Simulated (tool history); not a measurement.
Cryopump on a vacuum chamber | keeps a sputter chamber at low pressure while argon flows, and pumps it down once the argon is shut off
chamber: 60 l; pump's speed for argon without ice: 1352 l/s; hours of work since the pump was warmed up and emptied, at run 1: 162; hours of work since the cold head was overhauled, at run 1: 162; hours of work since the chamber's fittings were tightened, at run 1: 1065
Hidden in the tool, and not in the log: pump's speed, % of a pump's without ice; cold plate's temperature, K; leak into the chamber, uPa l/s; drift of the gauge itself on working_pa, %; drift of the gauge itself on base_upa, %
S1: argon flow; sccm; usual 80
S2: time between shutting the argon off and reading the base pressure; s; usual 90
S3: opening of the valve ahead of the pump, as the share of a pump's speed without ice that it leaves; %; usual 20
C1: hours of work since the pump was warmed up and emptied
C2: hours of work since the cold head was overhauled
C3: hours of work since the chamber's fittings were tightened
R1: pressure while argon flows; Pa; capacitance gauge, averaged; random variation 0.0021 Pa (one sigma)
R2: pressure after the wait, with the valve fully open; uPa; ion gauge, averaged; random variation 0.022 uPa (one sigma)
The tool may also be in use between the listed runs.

run   hour   S1   S2  S3   C1   C2    C3      R1    R2
  1      0   80   90  20  162  162  1065  0.5058  2.35
  2   20.5   80   90  20  173  173  1076    0.51  2.37
  3   41.1   80   90  21  185  185  1088  0.4814  2.35
  4   68.8   80   90  20  201  201  1104  0.5069  2.43
  5   87.8   80   90  20  212  212  1115  0.5072  2.45
  6  109.4   80   90  20  224  224  1127  0.5071   2.4
  7  133.4   80   90  20  238  238  1141  0.5102  2.51
  8  157.6  113   90  20  252  252  1155  0.7259  2.59
  9  184.8  113  231  20  267  267  1170  0.7233  2.43
     206.6  -- leaking fittings of the chamber tightened, without venting
 10  206.8  113  231  20  278  278     0  0.7212  0.36
 11  238.9   62   90  20  297  297    18  0.3942  0.64
 12  256.7   80  124  20  307  307    29  0.5134  0.54
 13    282   49  198  20  321  321    43  0.3136  0.45
 14  301.3   49  198  20  332  332    54  0.3147  0.47
 15  318.7   49  198  20  342  342    64  0.3138  0.51
 16  341.2   49  198  20  355  355    77  0.3122  0.54
 17  367.8   82  155  33  370  370    92  0.3255  0.59
 18  393.9   80   23  47  385  385   107  0.2277  1.81
 19  414.8   80   23  47  397  397   119  0.2286  1.84
 20  442.3   41   90  43  413  413   134  0.1269  0.84
 21  457.8  120   90  36  422  422   143  0.4395  0.86

4 ways to go on from here, each from the tool as it stands after run 21. What would each give?
  A  479.8   34   80  36  434  434  156   ?   ?
  B  479.8  130   90  20  434  434  156   ?   ?
  C  479.8   60  287  48  434  434  156   ?   ?
  D  479.8   80   47  28  434  434  156   ?   ?

run      R1    R2
  A   0.125   0.9
  B  0.8425  0.94
  C  0.1702  0.66
  D  0.3733  1.19
Without the tool's hidden state the same runs would have given:
run      R1    R2
  A  0.1178  0.59
  B  0.8148  0.62
  C  0.1574  0.34
  D  0.3563  0.88
